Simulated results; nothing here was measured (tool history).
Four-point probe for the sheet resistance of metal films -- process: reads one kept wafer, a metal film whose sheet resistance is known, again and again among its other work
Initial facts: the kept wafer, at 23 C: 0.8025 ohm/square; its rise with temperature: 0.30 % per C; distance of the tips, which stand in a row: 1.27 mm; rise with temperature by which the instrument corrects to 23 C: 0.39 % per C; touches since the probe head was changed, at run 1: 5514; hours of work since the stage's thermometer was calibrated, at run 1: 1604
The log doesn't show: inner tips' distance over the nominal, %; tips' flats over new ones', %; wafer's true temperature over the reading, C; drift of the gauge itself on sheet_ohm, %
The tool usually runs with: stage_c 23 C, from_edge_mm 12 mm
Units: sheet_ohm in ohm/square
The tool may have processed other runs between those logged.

run    hour  stage_c  from_edge_mm  touches since the probe head was changed  hours of work since the stage's thermometer was calibrated  sheet_ohm
  1     0.0       23            12                                      5514                                                        1604   0.807388
  2    34.9       23            19                                      6212                                                        1621   0.804547
  3   102.1       23            19                                      7557                                                        1655   0.804358
  4   154.6       23            19                                      8608                                                        1681   0.804314
  5   215.2       23            19                                      9822                                                        1711   0.804402
  6   256.4       23            19                                     10644                                                        1732   0.804429
  7   317.3       23            19                                     11865                                                        1762   0.804404
  8   371.6       26            19                                     12952                                                        1789   0.802203
  9   437.5       26            19                                     14270                                                        1822   0.802186
 10   506.2       26            19                                     15646                                                        1856   0.802330
 11   572.1       23            12                                     16965                                                        1889   0.807558
 12   610.3       23            12                                     17728                                                        1908   0.807408
      656.1  -- stage's thermometer calibrated
 13   656.1       23            12                                     18634                                                           0   0.807488
 14   684.6       23            12                                     19205                                                          14   0.807614
 15   719.0       23            11                                     19895                                                          31   0.808654
 16   782.2       23            11                                     21159                                                          63   0.808299
 17   817.2       34             4                                     21860                                                          80   0.835807
 18   871.5       20            50                                     22947                                                         108   0.804955
 19   935.7       18            11                                     24230                                                         140   0.811917
 20   986.6       19            65                                     25250                                                         165   0.805650
 21  1037.3       19            65                                     26264                                                         190   0.805590
 22  1077.3       20             7                                     27065                                                         210   0.818728
 23  1132.4       20             7                                     28168                                                         238   0.818672
 24  1199.3       22            24                                     29507                                                         271   0.804484
 25  1236.3       28            22                                     30248                                                         290   0.800455
 26  1290.7       21             6                                     31336                                                         317   0.823130
 27  1319.5       23            34                                     31912                                                         331   0.803174
 28  1390.0       23            34                                     33323                                                         366   0.802963
 29  1426.4       33            68                                     34052                                                         384   0.795776
 30  1496.2       34             8                                     35449                                                         419   0.805407

Alternative continuations, all from the tool just after run 30; predict every row:
  A  1545.0       27            23                                     36425                                                         444          ?
  B  1545.0       18             8                                     36425                                                         444          ?
  C  1545.0       21            23                                     36425                                                         444          ?

run  sheet_ohm
  A   0.801010
  B   0.816969
  C   0.805232
Had the tool no hidden state, the same runs would have come out as:
run  sheet_ohm
  A   0.800984
  B   0.816943
  C   0.805207

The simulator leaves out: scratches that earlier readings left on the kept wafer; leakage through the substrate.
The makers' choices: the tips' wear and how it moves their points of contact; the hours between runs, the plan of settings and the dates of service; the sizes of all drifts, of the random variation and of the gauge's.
